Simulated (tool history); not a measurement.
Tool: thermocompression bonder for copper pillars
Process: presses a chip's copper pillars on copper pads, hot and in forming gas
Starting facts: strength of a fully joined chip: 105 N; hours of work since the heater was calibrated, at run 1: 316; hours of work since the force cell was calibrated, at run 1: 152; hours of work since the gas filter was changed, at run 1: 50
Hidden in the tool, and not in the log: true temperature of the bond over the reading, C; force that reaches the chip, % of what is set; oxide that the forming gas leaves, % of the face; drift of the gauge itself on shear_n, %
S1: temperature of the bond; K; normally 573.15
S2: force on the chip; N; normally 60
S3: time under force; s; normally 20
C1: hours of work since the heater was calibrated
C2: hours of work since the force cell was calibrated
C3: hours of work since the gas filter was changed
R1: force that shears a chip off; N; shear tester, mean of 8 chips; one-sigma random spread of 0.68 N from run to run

run,day,S1,S2,S3,C1,C2,C3,R1
1,0.000,573.15,60,20,316,152,50,40.7
2,1.188,573.15,60,20,328,165,62,43.6
3,2.042,573.15,60,20,337,173,71,42.6
4,3.192,573.15,60,20,349,185,83,41.6
# day 3.350: heater calibrated with a thermocouple chip
5,4.688,549.15,60,20,14,200,97,28.6
# day 5.654: forming gas filter changed
6,5.688,549.15,60,20,24,210,0,31.3
7,6.521,586.15,60,17,33,219,9,46.1
8,8.017,586.15,60,17,48,234,24,46.5

The next listed run, before its measurement:
9,8.938,578.15,80,59,58,244,34,?

Run 9 yielded R1 69.7 N.
Minus the tool's unlogged condition, the same run would have read R1 75.8 N.
